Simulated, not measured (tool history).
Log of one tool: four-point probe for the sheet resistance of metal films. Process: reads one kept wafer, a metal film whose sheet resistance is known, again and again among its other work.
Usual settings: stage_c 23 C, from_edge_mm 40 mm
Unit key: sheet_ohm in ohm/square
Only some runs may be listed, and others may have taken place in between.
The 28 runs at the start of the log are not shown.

run   hour  stage_c  from_edge_mm  sheet_ohm
 29  631.6       23            28   0.345151
 30  654.2       21            39   0.344316
 31  674.1       21            39   0.344296
 32  697.4       21             8   0.345449
 33  711.3       26            12   0.346539
 34  728.6       24             6   0.347447
 35  741.3       27             7   0.347908
 36    765       23            27   0.345211
 37  792.4       23            27   0.345064
 38  817.8       24            21   0.345483
 39  833.2       21            40   0.344173
 40  848.6       21            40   0.344337
 41  864.5       27            31   0.346559
 42  885.6       25            23   0.345806
 43  909.9       22            71   0.344547
 44  935.2       29             6   0.349203
 45    958       29             9    0.34802

Consider 3 possible next runs. They are alternatives, not a sequence: every one starts from the tool as it was left by run 45. What does each give?
  A  984.5       20            40          ?
  B  984.5       21            30          ?
  C  984.5       19            41          ?

run  sheet_ohm
  A   0.343971
  B   0.344479
  C   0.343589
What these runs would have given with no unlogged condition in the tool:
run  sheet_ohm
  A   0.343172
  B   0.343676
  C   0.342794
